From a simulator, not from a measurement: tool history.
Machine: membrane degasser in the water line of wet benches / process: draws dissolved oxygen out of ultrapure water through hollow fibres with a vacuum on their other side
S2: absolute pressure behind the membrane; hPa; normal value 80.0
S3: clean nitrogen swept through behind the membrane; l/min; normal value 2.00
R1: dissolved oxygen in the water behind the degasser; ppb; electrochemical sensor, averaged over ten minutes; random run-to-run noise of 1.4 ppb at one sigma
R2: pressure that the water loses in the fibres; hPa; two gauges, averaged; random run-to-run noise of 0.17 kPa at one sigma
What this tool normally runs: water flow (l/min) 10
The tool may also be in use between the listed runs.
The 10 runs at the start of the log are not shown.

{"run": 11, "hour": 338.2, "water flow (l/min)": 10, "S2": 80.0, "S3": 2.0, "R1": 133.2, "R2": 269.3}
{"run": 12, "hour": 382.5, "water flow (l/min)": 10, "S2": 80.0, "S3": 2.0, "R1": 136.1, "R2": 267.4}
{"run": 13, "hour": 414.8, "water flow (l/min)": 10, "S2": 80.0, "S3": 2.0, "R1": 136.7, "R2": 269.2}
{"run": 14, "hour": 459.2, "water flow (l/min)": 10, "S2": 80.0, "S3": 2.0, "R1": 132.7, "R2": 267.5}
{"run": 15, "hour": 505.2, "water flow (l/min)": 10, "S2": 131.6, "S3": 2.0, "R1": 196.7, "R2": 269.6}
{"run": 16, "hour": 536.0, "water flow (l/min)": 10, "S2": 78.7, "S3": 2.0, "R1": 133.7, "R2": 271.4}
{"run": 17, "hour": 569.8, "water flow (l/min)": 9, "S2": 80.0, "S3": 2.72, "R1": 90.3, "R2": 244.4}
{"run": 18, "hour": 616.4, "water flow (l/min)": 11, "S2": 80.0, "S3": 2.0, "R1": 174.8, "R2": 298.2}
{"run": 19, "hour": 639.5, "water flow (l/min)": 11, "S2": 166.2, "S3": 2.25, "R1": 264.4, "R2": 298.8}
{"run": 20, "hour": 690.6, "water flow (l/min)": 11, "S2": 83.0, "S3": 2.25, "R1": 171.3, "R2": 299.6}
{"run": 21, "hour": 724.9, "water flow (l/min)": 11, "S2": 80.0, "S3": 1.17, "R1": 216.7, "R2": 295.3}
{"run": 22, "hour": 767.0, "water flow (l/min)": 11, "S2": 80.0, "S3": 1.17, "R1": 217.0, "R2": 299.5}
{"run": 23, "hour": 814.5, "water flow (l/min)": 11, "S2": 80.0, "S3": 1.17, "R1": 215.2, "R2": 297.2}
{"run": 24, "hour": 852.7, "water flow (l/min)": 7, "S2": 84.6, "S3": 2.0, "R1": 58.7, "R2": 187.7}
{"run": 25, "hour": 889.6, "water flow (l/min)": 12, "S2": 197.4, "S3": 1.56, "R1": 443.7, "R2": 322.1}
{"run": 26, "hour": 937.9, "water flow (l/min)": 12, "S2": 197.4, "S3": 1.56, "R1": 428.7, "R2": 321.8}
{"run": 27, "hour": 964.1, "water flow (l/min)": 12, "S2": 197.4, "S3": 1.56, "R1": 437.0, "R2": 325.1}
{"run": 28, "hour": 987.4, "water flow (l/min)": 12, "S2": 197.4, "S3": 2.05, "R1": 373.7, "R2": 323.2}
{"run": 29, "hour": 1033.4, "water flow (l/min)": 11, "S2": 80.0, "S3": 2.61, "R1": 163.4, "R2": 297.4}
{"run": 30, "hour": 1074.5, "water flow (l/min)": 14, "S2": 95.8, "S3": 1.75, "R1": 366.6, "R2": 376.5}
{"run": 31, "hour": 1096.7, "water flow (l/min)": 10, "S2": 80.0, "S3": 0.81, "R1": 211.8, "R2": 268.8}

What if the next run were any one of these 5? Each begins from the tool's condition after run 31:
{"run": "A", "hour": 1133.3, "water flow (l/min)": 10, "S2": 80.0, "S3": 4.49, "R1": "?", "R2": "?"}
{"run": "B", "hour": 1133.3, "water flow (l/min)": 11, "S2": 50.5, "S3": 0.96, "R1": "?", "R2": "?"}
{"run": "C", "hour": 1133.3, "water flow (l/min)": 8, "S2": 134.8, "S3": 3.65, "R1": "?", "R2": "?"}
{"run": "D", "hour": 1133.3, "water flow (l/min)": 10, "S2": 138.0, "S3": 0.81, "R1": "?", "R2": "?"}
{"run": "E", "hour": 1133.3, "water flow (l/min)": 10, "S2": 83.5, "S3": 1.08, "R1": "?", "R2": "?"}

run=A R1=104.9 R2=271.5
run=B R1=163.7 R2=295.8
run=C R1=84.7 R2=219.3
run=D R1=370.7 R2=270.1
run=E R1=185.9 R2=269.5
With no hidden state in the tool, these same runs would have given:
run=A R1=104.8 R2=271.4
run=B R1=163.5 R2=295.8
run=C R1=84.6 R2=219.2
run=D R1=370.5 R2=270.1
run=E R1=185.8 R2=269.4

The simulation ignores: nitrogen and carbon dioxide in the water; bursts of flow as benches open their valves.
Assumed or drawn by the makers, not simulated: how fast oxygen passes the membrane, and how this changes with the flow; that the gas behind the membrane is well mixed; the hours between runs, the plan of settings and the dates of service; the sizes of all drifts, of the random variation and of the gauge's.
